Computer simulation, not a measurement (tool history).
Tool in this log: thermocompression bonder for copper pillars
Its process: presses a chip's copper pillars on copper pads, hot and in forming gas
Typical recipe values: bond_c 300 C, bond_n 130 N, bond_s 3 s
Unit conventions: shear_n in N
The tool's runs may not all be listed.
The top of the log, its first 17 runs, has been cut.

| run | hour | bond_c | bond_n | bond_s | hours of work since the heater was calibrated | hours of work since the force cell was calibrated | hours of work since the gas filter was changed | shear_n |
|---|---|---|---|---|---|---|---|---|
| 18 | 127.5 | 300 | 130 | 3 | 260 | 429 | 99 | 58.1 |
|  | 133.3 | forming gas filter changed |
| 19 | 134.4 | 288 | 167 | 8 | 265 | 434 | 1 | 80 |
|  | 137 | heater calibrated with a thermocouple chip |
| 20 | 142.5 | 271 | 193 | 2 | 4 | 438 | 5 | 52.1 |
| 21 | 151.9 | 271 | 193 | 2 | 11 | 445 | 12 | 51.6 |
|  | 158.2 | heater calibrated with a thermocouple chip, once more |
| 22 | 159.1 | 313 | 148 | 2 | 1 | 449 | 16 | 65.2 |
| 23 | 163.6 | 298 | 160 | 3 | 4 | 452 | 19 | 67.1 |
| 24 | 171 | 298 | 160 | 3 | 9 | 458 | 25 | 65.9 |
| 25 | 178.2 | 300 | 84 | 2 | 15 | 463 | 30 | 41.7 |
| 26 | 187.5 | 305 | 176 | 2 | 21 | 470 | 36 | 65.8 |
| 27 | 196.4 | 316 | 93 | 5 | 28 | 476 | 43 | 66.7 |
| 28 | 203.2 | 299 | 130 | 3 | 33 | 481 | 48 | 59.6 |
| 29 | 211.3 | 299 | 130 | 3 | 39 | 487 | 54 | 59.9 |
| 30 | 219.6 | 299 | 130 | 3 | 45 | 493 | 60 | 59.3 |

3 ways to go on from here, each from the tool as it stands after run 30. What would each give?
| A | 230.2 | 324 | 130 | 3 | 52 | 501 | 68 | ? |
| B | 230.2 | 299 | 178 | 3 | 52 | 501 | 68 | ? |
| C | 230.2 | 299 | 130 | 3 | 52 | 501 | 68 | ? |

| run | shear_n |
|---|---|
| A | 69.7 |
| B | 67.9 |
| C | 59.3 |
What these runs would have given with no unlogged condition in the tool:
| run | shear_n |
|---|---|
| A | 72.1 |
| B | 70.1 |
| C | 60.9 |
